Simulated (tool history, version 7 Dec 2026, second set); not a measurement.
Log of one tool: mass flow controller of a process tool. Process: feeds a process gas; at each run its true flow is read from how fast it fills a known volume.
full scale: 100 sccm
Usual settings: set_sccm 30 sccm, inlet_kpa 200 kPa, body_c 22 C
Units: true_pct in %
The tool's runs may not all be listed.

run    hour  set_sccm  inlet_kpa  body_c  true_pct
  1     0.0        30        200      22     98.47
       29.6  -- controller's zero set anew
  2   353.3        30        200      25     98.19
  3   518.0        30        200      25     98.25
  4   912.4        34        200      22     98.57
  5  1297.1        34        234      22     98.62
  6  1515.8        30        200      22     98.50
  7  1785.5        84        200      22     99.78
  8  2095.8        84        200      22     99.75
  9  2440.8        84        200      22     99.86
 10  2763.3        84        200      22     99.85
 11  3071.6        84        200      22     99.78
 12  3264.9        84        200      22     99.91
 13  3597.5        38        200      27     98.19
 14  3851.3        14        205      25     97.89
 15  4207.8        14        205      25     97.91
 16  4382.2        58        199      21     99.17
 17  4729.5        10        199      27     97.48
 18  4905.9        80        275      29     99.48
 19  5274.7        80        275      29     99.56
 20  5579.7        80        196      29     98.99
 21  5825.3        16        191      24     97.92

5 ways to go on from here, each from the tool as it stands after run 21. What would each give?
  A  6065.8        16        191      22         ?
  B  6065.8        49        191      37         ?
  C  6065.8        30        151      21         ?
  D  6065.8        14        152      22         ?
  E  6065.8        37        266      31         ?

run  true_pct
  A     98.06
  B     97.51
  C     98.30
  D     97.90
  E     98.19
Without the tool's hidden state the same runs would have given:
run  true_pct
  A     98.07
  B     97.52
  C     98.30
  D     97.91
  E     98.20

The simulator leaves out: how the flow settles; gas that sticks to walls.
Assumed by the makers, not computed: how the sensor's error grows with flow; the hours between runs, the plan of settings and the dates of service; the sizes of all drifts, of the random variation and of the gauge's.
